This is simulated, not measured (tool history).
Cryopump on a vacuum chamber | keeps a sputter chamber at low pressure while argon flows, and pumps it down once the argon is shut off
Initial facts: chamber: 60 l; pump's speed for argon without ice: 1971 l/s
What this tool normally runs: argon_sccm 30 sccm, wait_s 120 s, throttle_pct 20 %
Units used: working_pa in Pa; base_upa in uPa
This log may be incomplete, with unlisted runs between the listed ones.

Run 1, hour 0: usual settings. Result: working_pa 0.1289 Pa, base_upa 0.89 uPa.
Run 2, hour 13.7: usual settings but throttle_pct 52 %. Result: working_pa 0.0497 Pa, base_upa 0.85 uPa.
Run 3, hour 20.6: usual settings but wait_s 252 s. Result: working_pa 0.1279 Pa, base_upa 0.56 uPa.
Run 4, hour 28.4: usual settings. Result: working_pa 0.1292 Pa, base_upa 0.87 uPa.
Run 5, hour 41.5: usual settings. Result: working_pa 0.1296 Pa, base_upa 0.85 uPa.
Run 6, hour 49.2: usual settings but throttle_pct 16 %. Result: working_pa 0.1617 Pa, base_upa 0.83 uPa.
Run 7, hour 59: usual settings but throttle_pct 16 %. Result: working_pa 0.1609 Pa, base_upa 0.81 uPa.
Run 8, hour 67.1: usual settings but throttle_pct 16 %. Result: working_pa 0.1613 Pa, base_upa 0.89 uPa.
Run 9, hour 79.2: usual settings but wait_s 130 s, throttle_pct 16 %. Result: working_pa 0.1621 Pa, base_upa 0.78 uPa.
Run 10, hour 87.1: usual settings but wait_s 37 s, throttle_pct 49 %. Result: working_pa 0.0537 Pa, base_upa 2.06 uPa.
Run 11, hour 101.2: usual settings but argon_sccm 40 sccm, wait_s 97 s, throttle_pct 57 %. Result: working_pa 0.0617 Pa, base_upa 1 uPa.
Run 12, hour 116.6: usual settings but argon_sccm 40 sccm, wait_s 154 s, throttle_pct 58 %. Result: working_pa 0.0607 Pa, base_upa 0.74 uPa.
Run 13, hour 125.5: usual settings but argon_sccm 24 sccm, wait_s 30 s, throttle_pct 21 %. Result: working_pa 0.0979 Pa, base_upa 2.46 uPa.

Expected results for the next run?
Run 14, hour 139.8: usual settings but argon_sccm 24 sccm, wait_s 30 s, throttle_pct 21 %. Result: working_pa ?, base_upa ?.

working_pa: 0.0993 Pa
base_upa: 2.55 uPa
If the tool had no hidden condition, the same run with the same run-to-run variation would have returned working_pa 0.0985 Pa, base_upa 2.39 uPa.
